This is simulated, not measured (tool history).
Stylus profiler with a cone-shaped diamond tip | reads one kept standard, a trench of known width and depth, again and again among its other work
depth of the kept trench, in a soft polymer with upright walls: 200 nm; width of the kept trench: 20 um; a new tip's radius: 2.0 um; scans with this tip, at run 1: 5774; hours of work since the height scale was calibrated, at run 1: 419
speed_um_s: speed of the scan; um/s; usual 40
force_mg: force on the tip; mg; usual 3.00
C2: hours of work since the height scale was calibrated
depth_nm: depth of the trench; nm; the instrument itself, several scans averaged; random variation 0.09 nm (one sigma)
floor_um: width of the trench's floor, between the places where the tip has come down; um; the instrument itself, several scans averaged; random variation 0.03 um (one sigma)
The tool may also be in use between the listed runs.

run 1 day=0.000 | speed_um_s=40 force_mg=3.00 | scans_with_this_tip=5774 C2=419 | depth_nm=203.54 floor_um=17.98
run 2 day=0.550 | speed_um_s=15 force_mg=3.00 | scans_with_this_tip=5854 C2=425 | depth_nm=203.50 floor_um=18.08
run 3 day=1.171 | speed_um_s=123 force_mg=3.00 | scans_with_this_tip=5944 C2=432 | depth_nm=203.43 floor_um=17.76
run 4 day=2.083 | speed_um_s=40 force_mg=3.00 | scans_with_this_tip=6076 C2=441 | depth_nm=203.33 floor_um=17.95
run 5 day=3.017 | speed_um_s=11 force_mg=3.00 | scans_with_this_tip=6212 C2=451 | depth_nm=203.39 floor_um=18.05
run 6 day=3.883 | speed_um_s=40 force_mg=5.87 | scans_with_this_tip=6337 C2=460 | depth_nm=205.26 floor_um=17.92
run 7 day=4.933 | speed_um_s=40 force_mg=3.00 | scans_with_this_tip=6489 C2=471 | depth_nm=203.45 floor_um=17.94
run 8 day=5.838 | speed_um_s=19 force_mg=3.00 | scans_with_this_tip=6620 C2=481 | depth_nm=203.14 floor_um=17.99
run 9 day=6.567 | speed_um_s=107 force_mg=3.00 | scans_with_this_tip=6726 C2=488 | depth_nm=203.44 floor_um=17.79
run 10 day=7.296 | speed_um_s=107 force_mg=3.00 | scans_with_this_tip=6832 C2=496 | depth_nm=203.35 floor_um=17.74
run 11 day=8.167 | speed_um_s=107 force_mg=3.00 | scans_with_this_tip=6958 C2=505 | depth_nm=203.31 floor_um=17.78
run 12 day=9.079 | speed_um_s=107 force_mg=3.00 | scans_with_this_tip=7091 C2=515 | depth_nm=203.33 floor_um=17.74
run 13 day=9.621 | speed_um_s=49 force_mg=3.00 | scans_with_this_tip=7169 C2=521 | depth_nm=203.26 floor_um=17.91
run 14 day=10.179 | speed_um_s=40 force_mg=3.40 | scans_with_this_tip=7250 C2=527 | depth_nm=203.72 floor_um=17.91
run 15 day=11.246 | speed_um_s=40 force_mg=3.40 | scans_with_this_tip=7405 C2=538 | depth_nm=203.77 floor_um=17.88
run 16 day=11.729 | speed_um_s=37 force_mg=1.38 | scans_with_this_tip=7475 C2=543 | depth_nm=201.87 floor_um=17.89

The same runs without the tool's hidden state, with the same run-to-run variation:
The hidden state here: radius of the tip, um; height scale over the true one, %; drift of the gauge itself on depth_nm, %; drift of the gauge itself on floor_um, %.
run=1 depth_nm=203.71 floor_um=18.15
run=2 depth_nm=203.67 floor_um=18.25
run=3 depth_nm=203.61 floor_um=17.94
run=4 depth_nm=203.51 floor_um=18.13
run=5 depth_nm=203.57 floor_um=18.23
run=6 depth_nm=205.45 floor_um=18.10
run=7 depth_nm=203.65 floor_um=18.13
run=8 depth_nm=203.34 floor_um=18.19
run=9 depth_nm=203.64 floor_um=17.98
run=10 depth_nm=203.56 floor_um=17.94
run=11 depth_nm=203.53 floor_um=17.98
run=12 depth_nm=203.55 floor_um=17.95
run=13 depth_nm=203.48 floor_um=18.12
run=14 depth_nm=203.95 floor_um=18.13
run=15 depth_nm=204.00 floor_um=18.09
run=16 depth_nm=202.11 floor_um=18.11
